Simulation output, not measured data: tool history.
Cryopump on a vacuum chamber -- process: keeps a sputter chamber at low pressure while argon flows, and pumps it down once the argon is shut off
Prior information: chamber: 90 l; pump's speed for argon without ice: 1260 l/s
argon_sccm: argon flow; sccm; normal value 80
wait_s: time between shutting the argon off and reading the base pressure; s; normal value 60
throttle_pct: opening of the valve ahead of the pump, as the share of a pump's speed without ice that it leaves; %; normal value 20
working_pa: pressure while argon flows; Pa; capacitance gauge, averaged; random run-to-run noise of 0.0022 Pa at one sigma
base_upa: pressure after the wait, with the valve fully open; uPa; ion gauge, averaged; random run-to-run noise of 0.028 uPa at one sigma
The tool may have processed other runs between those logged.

run 1 hour=0.0 | argon_sccm=80 wait_s=60 throttle_pct=20 | working_pa=0.5499 base_upa=1.84
run 2 hour=23.6 | argon_sccm=80 wait_s=60 throttle_pct=20 | working_pa=0.5531 base_upa=1.84
run 3 hour=41.7 | argon_sccm=80 wait_s=60 throttle_pct=17 | working_pa=0.6452 base_upa=1.89
run 4 hour=65.3 | argon_sccm=80 wait_s=60 throttle_pct=20 | working_pa=0.5524 base_upa=1.87
run 5 hour=90.0 | argon_sccm=80 wait_s=60 throttle_pct=20 | working_pa=0.5576 base_upa=1.92
run 6 hour=110.0 | argon_sccm=80 wait_s=60 throttle_pct=20 | working_pa=0.5579 base_upa=1.94
run 7 hour=127.3 | argon_sccm=68 wait_s=60 throttle_pct=20 | working_pa=0.4734 base_upa=1.94
run 8 hour=148.2 | argon_sccm=49 wait_s=60 throttle_pct=20 | working_pa=0.3401 base_upa=2.03
run 9 hour=171.0 | argon_sccm=49 wait_s=60 throttle_pct=20 | working_pa=0.3427 base_upa=2.05
run 10 hour=192.8 | argon_sccm=49 wait_s=60 throttle_pct=20 | working_pa=0.3460 base_upa=1.98
run 11 hour=209.4 | argon_sccm=49 wait_s=60 throttle_pct=20 | working_pa=0.3430 base_upa=1.98
run 12 hour=230.1 | argon_sccm=80 wait_s=60 throttle_pct=44 | working_pa=0.2686 base_upa=2.03
run 13 hour=242.9 | argon_sccm=80 wait_s=60 throttle_pct=44 | working_pa=0.2715 base_upa=2.09
run 14 hour=255.1 | argon_sccm=80 wait_s=60 throttle_pct=16 | working_pa=0.6973 base_upa=2.09
run 15 hour=266.3 | argon_sccm=80 wait_s=60 throttle_pct=20 | working_pa=0.5575 base_upa=2.17
run 16 hour=287.3 | argon_sccm=80 wait_s=60 throttle_pct=20 | working_pa=0.5656 base_upa=2.19
run 17 hour=308.8 | argon_sccm=80 wait_s=60 throttle_pct=20 | working_pa=0.5649 base_upa=2.12
run 18 hour=326.9 | argon_sccm=80 wait_s=27 throttle_pct=42 | working_pa=0.2865 base_upa=3.56
run 19 hour=347.5 | argon_sccm=80 wait_s=60 throttle_pct=21 | working_pa=0.5468 base_upa=2.20
run 20 hour=364.7 | argon_sccm=80 wait_s=60 throttle_pct=21 | working_pa=0.5453 base_upa=2.24
run 21 hour=376.2 | argon_sccm=80 wait_s=60 throttle_pct=21 | working_pa=0.5472 base_upa=2.30
run 22 hour=389.6 | argon_sccm=148 wait_s=77 throttle_pct=20 | working_pa=1.0538 base_upa=2.03
run 23 hour=411.7 | argon_sccm=148 wait_s=77 throttle_pct=20 | working_pa=1.0590 base_upa=2.09
run 24 hour=429.0 | argon_sccm=148 wait_s=77 throttle_pct=20 | working_pa=1.0710 base_upa=2.08
run 25 hour=445.2 | argon_sccm=80 wait_s=60 throttle_pct=24 | working_pa=0.4879 base_upa=2.37
run 26 hour=457.5 | argon_sccm=132 wait_s=60 throttle_pct=24 | working_pa=0.8014 base_upa=2.40
run 27 hour=473.0 | argon_sccm=132 wait_s=60 throttle_pct=24 | working_pa=0.8083 base_upa=2.39
run 28 hour=496.6 | argon_sccm=132 wait_s=60 throttle_pct=24 | working_pa=0.8061 base_upa=2.50
run 29 hour=516.3 | argon_sccm=148 wait_s=112 throttle_pct=24 | working_pa=0.9119 base_upa=2.05
-- hour=526.5 pump warmed up, emptied and cooled again
run 30 hour=533.4 | argon_sccm=80 wait_s=80 throttle_pct=49 | working_pa=0.2197 base_upa=1.87
run 31 hour=545.1 | argon_sccm=80 wait_s=80 throttle_pct=49 | working_pa=0.2231 base_upa=1.81
run 32 hour=566.7 | argon_sccm=74 wait_s=80 throttle_pct=26 | working_pa=0.3837 base_upa=1.88
run 33 hour=576.9 | argon_sccm=80 wait_s=60 throttle_pct=15 | working_pa=0.7160 base_upa=2.12
run 34 hour=587.1 | argon_sccm=55 wait_s=51 throttle_pct=32 | working_pa=0.2339 base_upa=2.32

Pick out some run-to-run changes in working_pa. Of each, how much would a tool without hidden state show as well, from the settings, what came in and chance, and how much is left for the hidden state and any gauge scatter not in both results compared?
Hidden state at play: pump's speed, % of a pump's without ice; cold plate's temperature, K; leak into the chamber, uPa l/s; drift of the gauge itself on working_pa, %; drift of the gauge itself on base_upa, %.
Run 21 -> 22: argon_sccm 80 -> 148, wait_s 60 -> 77, throttle_pct 21 -> 20. working_pa +0.5066 Pa: hidden state +0.0303, all else +0.4763.
Run 24 -> 25: argon_sccm 148 -> 80, wait_s 77 -> 60, throttle_pct 20 -> 24. working_pa -0.5831 Pa: hidden state -0.0313, all else -0.5518.
Run 29 -> 30: argon_sccm 148 -> 80, wait_s 112 -> 80, throttle_pct 24 -> 49, pump warmed up, emptied and cooled again. working_pa -0.6922 Pa: hidden state -0.0794, all else -0.6128.
